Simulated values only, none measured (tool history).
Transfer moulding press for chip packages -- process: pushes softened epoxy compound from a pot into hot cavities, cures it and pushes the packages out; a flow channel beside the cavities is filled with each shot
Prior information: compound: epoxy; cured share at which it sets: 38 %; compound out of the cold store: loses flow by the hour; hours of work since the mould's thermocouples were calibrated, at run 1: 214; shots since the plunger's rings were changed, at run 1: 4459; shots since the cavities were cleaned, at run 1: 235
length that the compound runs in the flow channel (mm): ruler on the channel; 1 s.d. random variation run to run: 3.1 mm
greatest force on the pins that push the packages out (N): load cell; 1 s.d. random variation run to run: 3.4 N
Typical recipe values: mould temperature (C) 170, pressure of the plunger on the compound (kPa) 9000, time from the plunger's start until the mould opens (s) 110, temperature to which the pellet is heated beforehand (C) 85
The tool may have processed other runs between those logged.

| run | hour | mould temperature (C) | pressure of the plunger on the compound (kPa) | time from the plunger's start until the mould opens (s) | temperature to which the pellet is heated beforehand (C) | hours of work since the mould's thermocouples were calibrated | shots since the plunger's rings were changed | shots since the cavities were cleaned | incoming compound's hours out of the cold store | length that the compound runs in the flow channel (mm) | greatest force on the pins that push the packages out (N) |
|---|---|---|---|---|---|---|---|---|---|---|---|
| 1 | 0 | 170 | 9000 | 110 | 85 | 214 | 4459 | 235 | 44.3 | 666 | 243 |
| 2 | 17.8 | 170 | 9000 | 110 | 85 | 227 | 4671 | 447 | 24 | 712 | 270 |
|  | 23.9 | cavities cleaned with cleaning compound and waxed |
| 3 | 34.4 | 175 | 9000 | 110 | 85 | 237 | 4853 | 126 | 47.5 | 641 | 209 |
| 4 | 56 | 175 | 9570 | 110 | 85 | 252 | 5112 | 385 | 18.4 | 722 | 245 |
|  | 67 | cavities cleaned with cleaning compound and waxed |
| 5 | 74.8 | 170 | 7250 | 110 | 85 | 265 | 5318 | 92 | 23.9 | 637 | 222 |
|  | 100.6 | plunger's sealing rings changed |
| 6 | 104.3 | 170 | 9000 | 123 | 85 | 284 | 45 | 416 | 15.3 | 792 | 248 |
|  | 112.9 | cavities cleaned with cleaning compound and waxed |
| 7 | 124.6 | 170 | 8210 | 123 | 85 | 297 | 270 | 140 | 36.2 | 705 | 207 |
| 8 | 146 | 175 | 8210 | 123 | 85 | 312 | 526 | 396 | 10.7 | 749 | 238 |
|  | 156.9 | cavities cleaned with cleaning compound and waxed |
| 9 | 162.1 | 170 | 8320 | 110 | 85 | 322 | 701 | 62 | 33 | 708 | 212 |
| 10 | 183.2 | 170 | 9000 | 110 | 85 | 337 | 954 | 315 | 39.2 | 721 | 243 |
|  | 201 | cavities cleaned with cleaning compound and waxed |
| 11 | 201 | 170 | 9000 | 110 | 85 | 348 | 1149 | 0 | 27.4 | 745 | 200 |
| 12 | 216.5 | 170 | 9000 | 110 | 85 | 359 | 1334 | 185 | 27.2 | 750 | 232 |
| 13 | 242.5 | 170 | 9000 | 110 | 85 | 377 | 1646 | 497 | 38.6 | 716 | 266 |
|  | 245.3 | cavities cleaned with cleaning compound and waxed |
| 14 | 262.3 | 170 | 9000 | 110 | 85 | 390 | 1865 | 204 | 30.9 | 731 | 240 |
| 15 | 279.8 | 170 | 9000 | 110 | 85 | 403 | 2075 | 414 | 46.3 | 689 | 255 |
|  | 288.6 | cavities cleaned with cleaning compound and waxed |
| 16 | 302.7 | 170 | 9000 | 110 | 75 | 418 | 2330 | 168 | 31 | 727 | 235 |
| 17 | 326.4 | 170 | 9000 | 110 | 75 | 434 | 2614 | 452 | 40.3 | 698 | 255 |
|  | 332.9 | cavities cleaned with cleaning compound and waxed |
| 18 | 343.6 | 170 | 9000 | 101 | 85 | 445 | 2803 | 128 | 15.4 | 759 | 244 |
| 19 | 356 | 170 | 9000 | 101 | 85 | 454 | 2951 | 276 | 40.6 | 695 | 262 |
|  | 376.2 | cavities cleaned with cleaning compound and waxed |
| 20 | 380.6 | 170 | 9000 | 101 | 85 | 470 | 3228 | 53 | 39.1 | 693 | 223 |
| 21 | 401 | 170 | 9000 | 93 | 85 | 484 | 3472 | 297 | 9.9 | 765 | 304 |
| 22 | 413 | 170 | 8020 | 93 | 78 | 493 | 3616 | 441 | 12.3 | 713 | 325 |

Forecast run 23:
|  | 420.5 | cavities cleaned with cleaning compound and waxed |
| 23 | 436.7 | 170 | 8020 | 93 | 78 | 509 | 3882 | 194 | 23 | ? | ? |

length that the compound runs in the flow channel (mm): 688
greatest force on the pins that push the packages out (N): 289
If the tool had no hidden condition, the same run with the same run-to-run variation would have returned length that the compound runs in the flow channel (mm) 736, greatest force on the pins that push the packages out (N) 253.
